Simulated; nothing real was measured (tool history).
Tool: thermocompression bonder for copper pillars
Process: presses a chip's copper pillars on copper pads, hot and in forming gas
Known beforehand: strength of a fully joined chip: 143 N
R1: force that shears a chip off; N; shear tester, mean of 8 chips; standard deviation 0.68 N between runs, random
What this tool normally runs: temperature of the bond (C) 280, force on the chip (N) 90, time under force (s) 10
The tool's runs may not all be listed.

{"run": 1, "hour": 0.0, "temperature of the bond (C)": 280, "force on the chip (N)": 90, "time under force (s)": 10, "R1": 77.7}
{"run": 2, "hour": 24.2, "temperature of the bond (C)": 280, "force on the chip (N)": 90, "time under force (s)": 10, "R1": 76}
{"run": 3, "hour": 38.9, "temperature of the bond (C)": 280, "force on the chip (N)": 66, "time under force (s)": 10, "R1": 66.8}
{"run": 4, "hour": 74.6, "temperature of the bond (C)": 280, "force on the chip (N)": 66, "time under force (s)": 10, "R1": 65.3}
{"run": 5, "hour": 108.4, "temperature of the bond (C)": 280, "force on the chip (N)": 66, "time under force (s)": 10, "R1": 65.2}
{"run": 6, "hour": 130.7, "temperature of the bond (C)": 280, "force on the chip (N)": 66, "time under force (s)": 10, "R1": 66.1}
{"hour": 137.6, "done": "forming gas filter changed"}
{"run": 7, "hour": 157.3, "temperature of the bond (C)": 280, "force on the chip (N)": 90, "time under force (s)": 10, "R1": 85.9}
{"run": 8, "hour": 183.8, "temperature of the bond (C)": 280, "force on the chip (N)": 90, "time under force (s)": 10, "R1": 84}
{"run": 9, "hour": 204.1, "temperature of the bond (C)": 280, "force on the chip (N)": 90, "time under force (s)": 10, "R1": 85.4}
{"run": 10, "hour": 223.7, "temperature of the bond (C)": 280, "force on the chip (N)": 79, "time under force (s)": 10, "R1": 80.1}
{"run": 11, "hour": 251.9, "temperature of the bond (C)": 283, "force on the chip (N)": 90, "time under force (s)": 10, "R1": 86.4}
{"run": 12, "hour": 285.9, "temperature of the bond (C)": 280, "force on the chip (N)": 90, "time under force (s)": 16, "R1": 95.5}
{"run": 13, "hour": 303.3, "temperature of the bond (C)": 280, "force on the chip (N)": 90, "time under force (s)": 16, "R1": 95.8}
{"run": 14, "hour": 318.5, "temperature of the bond (C)": 280, "force on the chip (N)": 90, "time under force (s)": 10, "R1": 83.9}
{"run": 15, "hour": 352.7, "temperature of the bond (C)": 280, "force on the chip (N)": 90, "time under force (s)": 10, "R1": 82.8}
{"run": 16, "hour": 372.8, "temperature of the bond (C)": 280, "force on the chip (N)": 90, "time under force (s)": 10, "R1": 83.2}
{"run": 17, "hour": 394.2, "temperature of the bond (C)": 280, "force on the chip (N)": 90, "time under force (s)": 10, "R1": 82.1}
{"run": 18, "hour": 416.5, "temperature of the bond (C)": 280, "force on the chip (N)": 90, "time under force (s)": 10, "R1": 81.5}
{"run": 19, "hour": 432.0, "temperature of the bond (C)": 260, "force on the chip (N)": 90, "time under force (s)": 10, "R1": 63.5}
{"run": 20, "hour": 462.2, "temperature of the bond (C)": 260, "force on the chip (N)": 90, "time under force (s)": 10, "R1": 64.5}
{"run": 21, "hour": 478.4, "temperature of the bond (C)": 260, "force on the chip (N)": 90, "time under force (s)": 10, "R1": 64.5}
{"run": 22, "hour": 499.1, "temperature of the bond (C)": 302, "force on the chip (N)": 90, "time under force (s)": 25, "R1": 117.4}
{"run": 23, "hour": 521.8, "temperature of the bond (C)": 302, "force on the chip (N)": 79, "time under force (s)": 6, "R1": 81.9}
{"run": 24, "hour": 541.2, "temperature of the bond (C)": 309, "force on the chip (N)": 68, "time under force (s)": 17, "R1": 107.4}
{"run": 25, "hour": 572.3, "temperature of the bond (C)": 299, "force on the chip (N)": 59, "time under force (s)": 10, "R1": 81.8}
{"run": 26, "hour": 603.6, "temperature of the bond (C)": 283, "force on the chip (N)": 58, "time under force (s)": 5, "R1": 53.2}
{"run": 27, "hour": 636.9, "temperature of the bond (C)": 283, "force on the chip (N)": 72, "time under force (s)": 18, "R1": 88.8}
{"hour": 647.4, "done": "force cell calibrated"}
{"run": 28, "hour": 665.6, "temperature of the bond (C)": 306, "force on the chip (N)": 80, "time under force (s)": 18, "R1": 111.7}
{"run": 29, "hour": 690.3, "temperature of the bond (C)": 306, "force on the chip (N)": 80, "time under force (s)": 18, "R1": 112.3}
{"run": 30, "hour": 708.4, "temperature of the bond (C)": 264, "force on the chip (N)": 124, "time under force (s)": 18, "R1": 95.1}
{"run": 31, "hour": 728.0, "temperature of the bond (C)": 285, "force on the chip (N)": 90, "time under force (s)": 10, "R1": 86.4}
{"run": 32, "hour": 755.0, "temperature of the bond (C)": 285, "force on the chip (N)": 90, "time under force (s)": 10, "R1": 84.8}
{"run": 33, "hour": 770.9, "temperature of the bond (C)": 307, "force on the chip (N)": 99, "time under force (s)": 9, "R1": 104.3}
{"run": 34, "hour": 798.2, "temperature of the bond (C)": 307, "force on the chip (N)": 99, "time under force (s)": 9, "R1": 102}
{"run": 35, "hour": 821.5, "temperature of the bond (C)": 269, "force on the chip (N)": 90, "time under force (s)": 7, "R1": 63.6}
{"run": 36, "hour": 847.8, "temperature of the bond (C)": 269, "force on the chip (N)": 90, "time under force (s)": 7, "R1": 63.4}
{"run": 37, "hour": 871.6, "temperature of the bond (C)": 273, "force on the chip (N)": 65, "time under force (s)": 10, "R1": 63}
{"run": 38, "hour": 889.2, "temperature of the bond (C)": 265, "force on the chip (N)": 90, "time under force (s)": 17, "R1": 80.6}
{"hour": 911.7, "done": "forming gas filter changed"}
{"run": 39, "hour": 922.0, "temperature of the bond (C)": 310, "force on the chip (N)": 90, "time under force (s)": 15, "R1": 122.8}
{"run": 40, "hour": 942.5, "temperature of the bond (C)": 310, "force on the chip (N)": 90, "time under force (s)": 7, "R1": 105.4}

What does the tool deliver on the next run?
{"run": 41, "hour": 966.1, "temperature of the bond (C)": 310, "force on the chip (N)": 90, "time under force (s)": 7, "R1": "?"}

R1: 106.1 N
Take away the tool's hidden state, keep the run-to-run variation as it was, and the same run would have given R1 102.2 N.
